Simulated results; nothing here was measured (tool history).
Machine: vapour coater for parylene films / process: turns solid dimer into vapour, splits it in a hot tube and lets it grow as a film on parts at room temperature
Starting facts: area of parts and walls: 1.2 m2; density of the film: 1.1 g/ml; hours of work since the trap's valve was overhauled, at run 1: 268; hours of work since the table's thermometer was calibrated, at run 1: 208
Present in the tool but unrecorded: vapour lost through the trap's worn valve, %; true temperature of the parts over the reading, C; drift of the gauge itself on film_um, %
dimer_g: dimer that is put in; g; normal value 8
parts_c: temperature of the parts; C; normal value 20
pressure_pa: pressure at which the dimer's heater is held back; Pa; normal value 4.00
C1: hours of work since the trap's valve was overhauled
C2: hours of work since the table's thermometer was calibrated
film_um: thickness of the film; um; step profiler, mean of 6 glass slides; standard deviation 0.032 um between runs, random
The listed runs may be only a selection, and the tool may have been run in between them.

run 1 hour=0.0 | dimer_g=8 parts_c=20 pressure_pa=4.00 | C1=268 C2=208 | film_um=3.14
run 2 hour=56.5 | dimer_g=8 parts_c=20 pressure_pa=4.00 | C1=309 C2=248 | film_um=3.11
run 3 hour=103.6 | dimer_g=8 parts_c=20 pressure_pa=4.00 | C1=342 C2=281 | film_um=3.17
run 4 hour=148.7 | dimer_g=8 parts_c=20 pressure_pa=4.00 | C1=374 C2=313 | film_um=3.13
-- hour=174.8 trap's valve overhauled
run 5 hour=186.8 | dimer_g=8 parts_c=20 pressure_pa=4.00 | C1=9 C2=338 | film_um=3.20
run 6 hour=230.5 | dimer_g=8 parts_c=20 pressure_pa=4.00 | C1=40 C2=369 | film_um=3.12
run 7 hour=280.6 | dimer_g=8 parts_c=20 pressure_pa=3.16 | C1=75 C2=404 | film_um=3.25
run 8 hour=340.9 | dimer_g=8 parts_c=20 pressure_pa=3.16 | C1=118 C2=447 | film_um=3.24
run 9 hour=403.9 | dimer_g=8 parts_c=20 pressure_pa=4.00 | C1=163 C2=492 | film_um=3.17
run 10 hour=456.2 | dimer_g=8 parts_c=20 pressure_pa=4.00 | C1=200 C2=529 | film_um=3.11
run 11 hour=517.9 | dimer_g=8 parts_c=18 pressure_pa=4.45 | C1=244 C2=573 | film_um=3.26

Run 12, settings as shown, results not yet in. Your forecast:
run 12 hour=566.9 | dimer_g=7 parts_c=20 pressure_pa=2.60 | C1=279 C2=608 | film_um=?

film_um: 2.91 um
On a tool with no hidden condition, and with the same random variation, this run would have come out at film_um 2.93 um.
